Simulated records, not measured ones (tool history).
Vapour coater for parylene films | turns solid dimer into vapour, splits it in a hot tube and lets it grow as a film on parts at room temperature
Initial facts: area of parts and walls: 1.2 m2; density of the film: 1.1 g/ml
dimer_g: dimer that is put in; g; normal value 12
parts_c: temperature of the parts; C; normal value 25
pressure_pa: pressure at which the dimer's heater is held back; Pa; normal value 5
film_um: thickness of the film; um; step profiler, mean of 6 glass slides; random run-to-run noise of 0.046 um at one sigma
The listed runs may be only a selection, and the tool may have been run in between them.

run,hour,dimer_g,parts_c,pressure_pa,film_um
1,0,12,25,5,4.84
2,8,12,21,5,5.94
3,16.5,12,21,5,5.88
4,26.6,12,25,5,4.76
5,36.8,12,25,3.35,5.1
6,48.3,12,25,11.95,4.45
# hour 50.4: table's thermometer calibrated
7,57.5,12,25,5,4.74
8,73.4,12,25,5,4.69
9,82.8,12,25,5,4.73
10,90.9,21,25,5.92,8.08
11,108.2,21,25,5.92,8.03
# hour 118.1: table's thermometer calibrated, once more
12,124.8,21,25,5.92,7.99
13,139,21,25,5.92,8.01
14,153.7,8,28,2.43,2.84
15,166.7,5,28,3.75,1.74
16,182.7,14,23,2.81,6.17
17,196.6,22,26,2.48,8.47
18,211.6,5,36,6.04,1.09

Predict each of these 5 candidate next runs independently; none follows another, all start after run 18:
A,222,6,22,5,?
B,222,5,36,9.78,?
C,222,5,27,10.9,?
D,222,9,37,10.61,?
E,222,5,18,6.04,?

run,film_um
A,2.59
B,1.05
C,1.57
D,1.78
E,2.49
With no hidden state in the tool, these same runs would have given:
run,film_um
A,2.95
B,1.19
C,1.79
D,2.03
E,2.83

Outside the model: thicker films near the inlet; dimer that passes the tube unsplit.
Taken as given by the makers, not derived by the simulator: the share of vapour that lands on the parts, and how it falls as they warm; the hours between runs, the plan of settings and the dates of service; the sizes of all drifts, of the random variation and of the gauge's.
